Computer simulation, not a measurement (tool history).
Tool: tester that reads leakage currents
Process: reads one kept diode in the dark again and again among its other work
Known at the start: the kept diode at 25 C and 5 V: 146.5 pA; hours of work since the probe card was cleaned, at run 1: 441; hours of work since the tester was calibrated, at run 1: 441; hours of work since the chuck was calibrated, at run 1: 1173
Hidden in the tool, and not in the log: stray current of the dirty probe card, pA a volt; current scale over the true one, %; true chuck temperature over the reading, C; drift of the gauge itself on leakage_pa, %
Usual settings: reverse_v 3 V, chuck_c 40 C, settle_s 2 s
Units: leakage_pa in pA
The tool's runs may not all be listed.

run    hour  reverse_v  chuck_c  settle_s  hours of work since the probe card was cleaned  hours of work since the tester was calibrated  hours of work since the chuck was calibrated  leakage_pa
  1       0          3       40         2                                             441                                            441                                          1173      370.86
  2   109.5          3       40         2                                             502                                            502                                          1234      367.47
  3   193.7          3       40         2                                             549                                            549                                          1281      365.56
  4   287.6          3       40         2                                             601                                            601                                          1333       367.2
  5   398.4       2.11       40         2                                             662                                            662                                          1394      321.38
  6     480          3       43         2                                             707                                            707                                          1440       455.7
  7   613.8          3       43         2                                             782                                            782                                          1514      454.74
  8   711.9          3       43         2                                             836                                            836                                          1568      454.86
  9   770.8       2.26       43         2                                             869                                            869                                          1601      410.44
 10   905.7       8.77       43         2                                             943                                            943                                          1676      660.78
 11   975.1       8.77       43         2                                             982                                            982                                          1714      659.53
 12  1092.6       8.77       43         2                                            1047                                           1047                                          1779      654.85
 13  1192.7       8.77       43         2                                            1103                                           1103                                          1835      653.58
 14  1290.2          3       40         2                                            1157                                           1157                                          1889      352.32
 15  1406.1          3       40         2                                            1221                                           1221                                          1953      352.16
     1415.8  -- chuck's temperature calibrated
 16  1504.2      15.14       40         2                                            1274                                           1274                                            49       752.1
     1580.2  -- probe card cleaned and baked
 17  1586.3          3       40      0.41                                               3                                           1318                                            93      415.06
 18  1658.6          3       40      0.41                                              43                                           1358                                           133      413.02
 19  1789.8          3       25         2                                             116                                           1431                                           206      122.12
 20  1904.2       6.74       56      4.19                                             180                                           1494                                           269     1752.93
 21  1970.1      17.17       52      4.19                                             216                                           1531                                           306     1835.32
 22  2103.6       6.44       40      3.91                                             290                                           1605                                           380      530.82
 23  2187.6          3       50         2                                             337                                           1651                                           426      851.46
 24  2292.3          3       50         2                                             395                                           1710                                           484      848.67
 25  2424.3       1.79       32      2.12                                             468                                           1783                                           558      177.33
 26  2495.1        8.1       42      6.62                                             507                                           1822                                           597      657.04
 27    2606      14.88       51      3.54                                             569                                           1883                                           658     1592.59
 28  2671.3      14.88       51      3.54                                             605                                           1920                                           695     1586.68
 29  2786.8      11.93       43         2                                             669                                           1984                                           759      806.11
 30  2852.5          3       50         2                                             706                                           2020                                           795       836.6
 31  2992.4       5.37       50         2                                             783                                           2098                                           873     1021.35
 32  3079.5       5.37       50         2                                             831                                           2146                                           921     1012.04
 33  3182.6       5.05       57      1.36                                             889                                           2203                                           978     1627.01
 34  3286.5       2.94       20      8.38                                             946                                           2261                                          1036       76.34
 35  3403.2       1.83       28         2                                            1011                                           2326                                          1100      124.81
 36  3518.1       4.05       40      0.35                                            1075                                           2389                                          1164      430.41
 37  3646.9       4.05       40      0.35                                            1146                                           2461                                          1236      428.68
 38  3760.9       4.05       40      0.35                                            1209                                           2524                                          1299       427.4

3 ways to go on from here, each from the tool as it stands after run 38. What would each give?
  A  3833.5      17.94       40      0.35                                            1250                                           2564                                          1339           ?
  B  3833.5       4.05       32      1.98                                            1250                                           2564                                          1339           ?
  C  3833.5       4.05       23      0.35                                            1250                                           2564                                          1339           ?

run  leakage_pa
  A      734.12
  B      226.13
  C      109.69
Without the tool's hidden state the same runs would have given:
run  leakage_pa
  A       772.6
  B      242.27
  C      114.65
